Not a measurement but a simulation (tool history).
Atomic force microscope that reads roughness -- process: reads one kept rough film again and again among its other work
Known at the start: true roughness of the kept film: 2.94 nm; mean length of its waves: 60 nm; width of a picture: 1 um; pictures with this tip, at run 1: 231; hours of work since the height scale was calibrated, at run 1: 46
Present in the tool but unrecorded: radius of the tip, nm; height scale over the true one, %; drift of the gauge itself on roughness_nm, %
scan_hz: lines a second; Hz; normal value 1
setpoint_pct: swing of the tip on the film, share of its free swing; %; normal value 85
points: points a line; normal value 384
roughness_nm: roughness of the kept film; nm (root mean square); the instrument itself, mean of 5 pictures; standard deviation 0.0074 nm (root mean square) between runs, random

run     day  scan_hz  setpoint_pct  points  pictures with this tip  hours of work since the height scale was calibrated  roughness_nm
  1       0        1            85     384                     231                                                   46         2.498
  2   0.412        1            85     384                     248                                                   52         2.488
  3   0.842        1            85     337                     265                                                   58         2.486
  4   1.167     1.81            85     384                     278                                                   62         2.319
  5   1.638     1.81            85     384                     297                                                   69          2.31
      2.046  -- new tip fitted
  6   2.104     1.81            85     384                       2                                                   75           2.4
  7   2.396     1.81            85     384                      14                                                   79         2.389
  8   2.738     1.81            85     384                      28                                                   84         2.393
  9   3.267        1            85     384                      49                                                   92         2.566
 10   3.875        1            82     384                      74                                                  100         2.577
 11   4.458        1            85     384                      97                                                  108         2.545
 12   4.771        1            85     384                     110                                                  113         2.536
 13   5.217     1.51            85     384                     128                                                  119         2.418
 14   5.825     1.51            85     384                     152                                                  128         2.413
 15   6.217     1.51            85     384                     168                                                  133         2.405
 16   6.825        1            74     384                     193                                                  142         2.611
 17   7.079        1            69     384                     203                                                  145         2.653
 18   7.508        1            69     384                     220                                                  151         2.634
 19   8.029     3.01            82     296                     241                                                  159         2.162
 20    8.45     3.95            56     975                     259                                                  165         2.547
 21   8.758     0.53            88     332                     271                                                  169         2.582
 22   9.338     0.69            84     413                     294                                                  177         2.556
 23   9.779     0.69            59     413                     312                                                  183         2.681
      9.829  -- new tip fitted
 24  10.296     0.75            67     618                      19                                                  190         2.729
 25   10.65     0.75            67     618                      34                                                  195         2.754
 26    11.2        1            77     384                      56                                                  203         2.638
 27  11.779     3.11            75     815                      79                                                  211         2.361
 28  12.279      2.4            86     288                      99                                                  218         2.223
 29  12.558      2.4            86     417                     111                                                  222         2.217
 30  12.992     0.68            61     774                     128                                                  229         2.741
 31  13.479     3.03            62     376                     148                                                  235         2.546
 32  13.996     1.43            65     469                     169                                                  243         2.639
 33    14.6     1.43            65     469                     193                                                  251         2.633

For each entry between runs, how does the tool's hidden state at the last listed run before it compare with that at the first listed run after it?
Run 5 -> run 6: new tip fitted (day 2.046)
  radius of the tip, nm: 22.5 -> 10.9
  measured less the result without the state, roughness_nm: -0.095 -> -0.012 nm (root mean square)
Run 23 -> run 24: new tip fitted (day 9.829)
  radius of the tip, nm: 23 -> 11.3; height scale over the true one, %: -0.28 -> -0.29
  measured less the result without the state, roughness_nm: -0.117 -> -0.02 nm (root mean square)
